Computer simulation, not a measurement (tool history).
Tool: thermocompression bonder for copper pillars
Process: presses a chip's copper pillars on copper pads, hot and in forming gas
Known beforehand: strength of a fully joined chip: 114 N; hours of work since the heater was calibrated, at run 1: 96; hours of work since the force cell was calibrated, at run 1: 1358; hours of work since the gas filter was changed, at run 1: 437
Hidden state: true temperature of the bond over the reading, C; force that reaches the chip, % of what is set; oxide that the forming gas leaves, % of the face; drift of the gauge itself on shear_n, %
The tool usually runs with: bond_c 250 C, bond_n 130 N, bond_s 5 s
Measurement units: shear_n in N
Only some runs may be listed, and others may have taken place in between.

| run | day | bond_c | bond_n | bond_s | hours of work since the heater was calibrated | hours of work since the force cell was calibrated | hours of work since the gas filter was changed | shear_n |
|---|---|---|---|---|---|---|---|---|
| 1 | 0 | 250 | 130 | 5 | 96 | 1358 | 437 | 75.5 |
|  | 1.212 | forming gas filter changed |
| 2 | 1.738 | 250 | 130 | 5 | 126 | 1388 | 9 | 77.9 |
|  | 3.075 | force cell calibrated |
| 3 | 3.558 | 250 | 130 | 5 | 157 | 9 | 41 | 75.8 |
| 4 | 5.079 | 250 | 130 | 5 | 184 | 36 | 67 | 75.3 |
| 5 | 5.938 | 250 | 130 | 5 | 200 | 51 | 83 | 75.7 |
| 6 | 6.888 | 250 | 130 | 5 | 216 | 68 | 100 | 76.3 |
| 7 | 8.258 | 248 | 97 | 5 | 241 | 92 | 124 | 57.9 |
| 8 | 9.117 | 224 | 115 | 7 | 256 | 107 | 139 | 54.9 |
| 9 | 10.938 | 260 | 148 | 4 | 288 | 139 | 171 | 86.6 |
| 10 | 12.379 | 238 | 106 | 5 | 314 | 165 | 197 | 56.9 |
| 11 | 13.792 | 251 | 106 | 5 | 339 | 190 | 222 | 66.1 |
| 12 | 15.2 | 251 | 106 | 5 | 364 | 215 | 247 | 67 |

3 options for the next run, each taken on its own from the tool as it stands now. Forecast them:
| A | 17.171 | 264 | 84 | 4 | 399 | 250 | 282 | ? |
| B | 17.171 | 250 | 90 | 5 | 399 | 250 | 282 | ? |
| C | 17.171 | 230 | 100 | 5 | 399 | 250 | 282 | ? |

| run | shear_n |
|---|---|
| A | 60.1 |
| B | 58.6 |
| C | 48 |
Had the tool no hidden state, the same runs would have come out as:
| run | shear_n |
|---|---|
| A | 56.8 |
| B | 55.1 |
| C | 44.5 |
